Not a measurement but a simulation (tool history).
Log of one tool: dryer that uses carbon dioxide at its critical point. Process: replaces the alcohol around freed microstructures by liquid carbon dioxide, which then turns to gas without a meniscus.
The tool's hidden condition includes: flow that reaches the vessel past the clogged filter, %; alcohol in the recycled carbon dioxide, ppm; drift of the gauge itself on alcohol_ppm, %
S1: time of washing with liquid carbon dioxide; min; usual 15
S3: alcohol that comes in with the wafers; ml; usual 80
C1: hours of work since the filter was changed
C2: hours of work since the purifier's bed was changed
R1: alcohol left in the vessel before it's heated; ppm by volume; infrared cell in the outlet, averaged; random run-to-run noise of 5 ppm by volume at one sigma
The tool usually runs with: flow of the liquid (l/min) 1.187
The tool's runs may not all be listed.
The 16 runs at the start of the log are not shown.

{"run": 17, "hour": 652.8, "S1": 12, "flow of the liquid (l/min)": 1.98, "S3": 23, "C1": 390, "C2": 368, "R1": 189}
{"run": 18, "hour": 688.4, "S1": 12, "flow of the liquid (l/min)": 1.98, "S3": 23, "C1": 401, "C2": 380, "R1": 176}
{"run": 19, "hour": 727.2, "S1": 10, "flow of the liquid (l/min)": 0.91, "S3": 76, "C1": 414, "C2": 393, "R1": 962}
{"run": 20, "hour": 769.3, "S1": 9, "flow of the liquid (l/min)": 1.83, "S3": 90, "C1": 428, "C2": 407, "R1": 233}
{"run": 21, "hour": 796.3, "S1": 11, "flow of the liquid (l/min)": 1.92, "S3": 72, "C1": 437, "C2": 415, "R1": 215}
{"run": 22, "hour": 828.6, "S1": 11, "flow of the liquid (l/min)": 1.92, "S3": 72, "C1": 447, "C2": 426, "R1": 217}
{"run": 23, "hour": 867.1, "S1": 15, "flow of the liquid (l/min)": 1.87, "S3": 102, "C1": 460, "C2": 439, "R1": 213}
{"run": 24, "hour": 915.4, "S1": 15, "flow of the liquid (l/min)": 1.87, "S3": 102, "C1": 476, "C2": 455, "R1": 231}
{"run": 25, "hour": 954.3, "S1": 16, "flow of the liquid (l/min)": 1.87, "S3": 102, "C1": 489, "C2": 467, "R1": 230}
{"run": 26, "hour": 998.6, "S1": 16, "flow of the liquid (l/min)": 1.87, "S3": 102, "C1": 503, "C2": 482, "R1": 225}
{"run": 27, "hour": 1031.1, "S1": 14, "flow of the liquid (l/min)": 1.05, "S3": 26, "C1": 514, "C2": 493, "R1": 271}
{"run": 28, "hour": 1068.3, "S1": 14, "flow of the liquid (l/min)": 1.05, "S3": 26, "C1": 526, "C2": 505, "R1": 278}
{"run": 29, "hour": 1117.1, "S1": 14, "flow of the liquid (l/min)": 1.61, "S3": 25, "C1": 542, "C2": 521, "R1": 253}
{"run": 30, "hour": 1146.1, "S1": 14, "flow of the liquid (l/min)": 1.61, "S3": 25, "C1": 552, "C2": 531, "R1": 256}
{"run": 31, "hour": 1185.4, "S1": 14, "flow of the liquid (l/min)": 1.61, "S3": 25, "C1": 565, "C2": 543, "R1": 258}
{"hour": 1191.0, "done": "inlet filter changed"}
{"run": 32, "hour": 1215.6, "S1": 14, "flow of the liquid (l/min)": 1.61, "S3": 25, "C1": 8, "C2": 553, "R1": 266}

Consider 5 possible next runs. They are alternatives, not a sequence: every one starts from the tool as it was left by run 32. What does each give?
{"run": "A", "hour": 1269.1, "S1": 17, "flow of the liquid (l/min)": 1.187, "S3": 80, "C1": 26, "C2": 571, "R1": "?"}
{"run": "B", "hour": 1269.1, "S1": 15, "flow of the liquid (l/min)": 1.187, "S3": 37, "C1": 26, "C2": 571, "R1": "?"}
{"run": "C", "hour": 1269.1, "S1": 24, "flow of the liquid (l/min)": 1.58, "S3": 80, "C1": 26, "C2": 571, "R1": "?"}
{"run": "D", "hour": 1269.1, "S1": 12, "flow of the liquid (l/min)": 1.2, "S3": 105, "C1": 26, "C2": 571, "R1": "?"}
{"run": "E", "hour": 1269.1, "S1": 15, "flow of the liquid (l/min)": 1.187, "S3": 30, "C1": 26, "C2": 571, "R1": "?"}

run=A R1=281
run=B R1=268
run=C R1=274
run=D R1=333
run=E R1=284
Had the tool no hidden state, the same runs would have come out as:
run=A R1=10
run=B R1=2
run=C R1=0
run=D R1=53
run=E R1=10
